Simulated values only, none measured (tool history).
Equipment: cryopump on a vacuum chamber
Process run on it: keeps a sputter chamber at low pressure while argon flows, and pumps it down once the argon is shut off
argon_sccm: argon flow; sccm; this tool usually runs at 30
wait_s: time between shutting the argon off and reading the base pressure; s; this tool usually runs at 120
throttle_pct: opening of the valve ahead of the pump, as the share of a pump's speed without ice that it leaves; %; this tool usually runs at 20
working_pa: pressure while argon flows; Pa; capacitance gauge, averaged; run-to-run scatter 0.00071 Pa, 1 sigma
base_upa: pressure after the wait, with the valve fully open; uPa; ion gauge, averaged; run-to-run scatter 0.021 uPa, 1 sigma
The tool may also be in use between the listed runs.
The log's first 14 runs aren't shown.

| run | hour | argon_sccm | wait_s | throttle_pct | working_pa | base_upa |
|---|---|---|---|---|---|---|
| 15 | 590.4 | 30 | 120 | 20 | 0.1310 | 2.30 |
| 16 | 624.8 | 30 | 120 | 20 | 0.1318 | 2.38 |
| 17 | 661.5 | 30 | 120 | 20 | 0.1308 | 2.33 |
| 18 | 690.1 | 37 | 21 | 20 | 0.1630 | 3.94 |
| 19 | 731.1 | 30 | 93 | 46 | 0.0627 | 2.53 |
| 20 | 760.3 | 30 | 93 | 46 | 0.0623 | 2.58 |
|  | 797.5 | pump warmed up, emptied and cooled again |
| 21 | 797.5 | 30 | 185 | 49 | 0.0512 | 1.92 |
| 22 | 844.4 | 30 | 185 | 49 | 0.0512 | 1.93 |
| 23 | 886.7 | 19 | 85 | 24 | 0.0661 | 2.22 |
| 24 | 938.7 | 19 | 85 | 24 | 0.0673 | 2.33 |
| 25 | 969.0 | 17 | 59 | 21 | 0.0676 | 2.51 |
| 26 | 1011.2 | 53 | 120 | 41 | 0.1128 | 2.30 |
| 27 | 1041.9 | 21 | 30 | 23 | 0.0782 | 3.28 |
| 28 | 1089.5 | 21 | 30 | 23 | 0.0784 | 3.37 |
| 29 | 1118.0 | 21 | 30 | 23 | 0.0784 | 3.41 |
| 30 | 1165.7 | 22 | 26 | 20 | 0.0944 | 3.67 |
| 31 | 1203.7 | 53 | 173 | 20 | 0.2279 | 2.40 |
| 32 | 1250.7 | 32 | 61 | 32 | 0.0884 | 2.79 |
| 33 | 1297.6 | 16 | 167 | 32 | 0.0441 | 2.54 |
| 34 | 1349.5 | 58 | 75 | 21 | 0.2402 | 2.87 |

Forecast each of these 4 alternatives for the next run:
| A | 1388.2 | 26 | 69 | 48 | ? | ? |
| B | 1388.2 | 59 | 46 | 20 | ? | ? |
| C | 1388.2 | 40 | 120 | 20 | ? | ? |
| D | 1388.2 | 22 | 83 | 35 | ? | ? |

| run | working_pa | base_upa |
|---|---|---|
| A | 0.0506 | 3.04 |
| B | 0.2580 | 3.33 |
| C | 0.1750 | 2.74 |
| D | 0.0576 | 2.99 |
With no hidden state in the tool, these same runs would have given:
| run | working_pa | base_upa |
|---|---|---|
| A | 0.0448 | 0.75 |
| B | 0.2449 | 1.06 |
| C | 0.1661 | 0.49 |
| D | 0.0526 | 0.67 |
